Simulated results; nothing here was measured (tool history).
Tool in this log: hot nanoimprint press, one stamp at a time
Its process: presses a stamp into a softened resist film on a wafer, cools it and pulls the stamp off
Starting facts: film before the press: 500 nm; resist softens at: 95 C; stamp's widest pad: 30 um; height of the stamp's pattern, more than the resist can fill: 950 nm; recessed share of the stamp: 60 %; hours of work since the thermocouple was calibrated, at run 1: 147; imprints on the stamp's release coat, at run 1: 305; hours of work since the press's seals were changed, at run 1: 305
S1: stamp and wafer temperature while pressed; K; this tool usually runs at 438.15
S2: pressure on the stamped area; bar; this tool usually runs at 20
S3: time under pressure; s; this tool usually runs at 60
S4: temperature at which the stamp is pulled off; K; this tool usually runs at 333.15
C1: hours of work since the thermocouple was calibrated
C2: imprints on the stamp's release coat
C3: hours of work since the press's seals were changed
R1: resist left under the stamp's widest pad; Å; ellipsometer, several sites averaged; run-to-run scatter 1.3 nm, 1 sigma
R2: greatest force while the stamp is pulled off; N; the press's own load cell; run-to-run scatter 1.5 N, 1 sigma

run   hour      S1    S2  S3      S4   C1   C2   C3    R1  R2
  1      0  438.15    20  60  333.15  147  305  305  2975  91
  2   17.6  438.15    20  60  333.15  157  349  315  2947  90
  3   38.8  438.15    20  60  333.15  169  402  326  2966  92
  4   64.3  438.15    20  60  333.15  183  465  340  2938  90
  5   81.8  438.15    20  46  333.15  192  508  350  3204  90
  6  100.9  438.15    20  46  333.15  203  556  360  3183  90
  7  123.4  438.15    20  46  333.15  215  612  373  3187  90
     131.2  -- stamp cleaned and given a new release coat
  8  147.4  438.15    20  61  333.15  225   40  383  2933  90
  9    169  440.15    20  60  333.15  236   94  394  2722  91
 10  187.5  427.15    20  60  333.15  247  140  404  4154  87
 11  199.4  438.15  15.6  60  333.15  253  170  411  3253  89
 12  210.4  438.15  15.6  60  333.15  259  197  417  3281  92
 13  220.6  438.15  15.6  60  333.15  265  222  423  3261  91
     229.3  -- plate thermocouple calibrated
 14  248.8  438.15    20  60  333.15   11  285  436  2944  92
 15  269.6  448.15    20  60  333.15   22  336  448  1960  89
 16  291.8  427.15    20  88  333.15   34  391  460  3931  91
 17  313.3  431.15  21.5  68  340.15   46  445  471  3507  84
 18  333.6  431.15  21.5  68  340.15   57  495  483  3520  83
 19  349.5  431.15  21.5  68  340.15   66  535  491  3521  83
 20  363.5  431.15  21.5  67  340.15   73  569  499  3561  86
 21  379.6  431.15  21.5  67  340.15   82  609  508  3532  83
     387.9  -- stamp cleaned and given a new release coat
 22  405.3  441.15  26.9  87  340.15   93   43  519  1960  85
 23  426.6  441.15  26.9  95  333.15  104   96  530  1900  87
       439  -- gauge calibrated
 24    439  441.15  26.9  95  333.15  111  127  537  1931  92
 25  455.5  445.15    20  48  333.15  120  168  546  2427  91
 26  467.9  438.15    20  43  339.15  127  199  553  3249  84
 27  488.1  438.15    20  43  339.15  138  249  564  3213  85
 28  499.1  438.15    20  43  339.15  144  276  570  3227  86
 29  514.1  446.15  20.3  60  333.15  152  314  578  2130  89

Describe how what the log doesn't record of the tool's condition differs between the last listed run preceding each entry between runs and the first listed run following it.
Between runs 7 and 8: stamp cleaned and given a new release coat (hour 131.2)
  pressure that arrives at the usual setting, %: 99.92 -> 99.91; grip of the stamp's worn release coat, % over a new coat's: 0.8 -> 0; drift of the gauge itself on residual_nm, %: -0.78 -> -0.9
  measured less the result without the state, R1: -21 -> -23 Å
Between runs 13 and 14: plate thermocouple calibrated (hour 229.3)
  true temperature over the reading, C: -0.03 -> -0.01; drift of the gauge itself on residual_nm, %: -1.36 -> -1.52
  measured less the result without the state, R1: -41 -> -43 Å
Between runs 21 and 22: stamp cleaned and given a new release coat (hour 387.9)
  grip of the stamp's worn release coat, % over a new coat's: 0.7 -> 0.1; drift of the gauge itself on residual_nm, %: -2.36 -> -2.48
  measured less the result without the state, R1: -82 -> -47 Å
Between runs 23 and 24: gauge calibrated (hour 439)
  grip of the stamp's worn release coat, % over a new coat's: 0.1 -> 0.2; drift of the gauge itself on residual_nm, %: -2.62 -> 0
  measured less the result without the state, R1: -48 -> +3 Å

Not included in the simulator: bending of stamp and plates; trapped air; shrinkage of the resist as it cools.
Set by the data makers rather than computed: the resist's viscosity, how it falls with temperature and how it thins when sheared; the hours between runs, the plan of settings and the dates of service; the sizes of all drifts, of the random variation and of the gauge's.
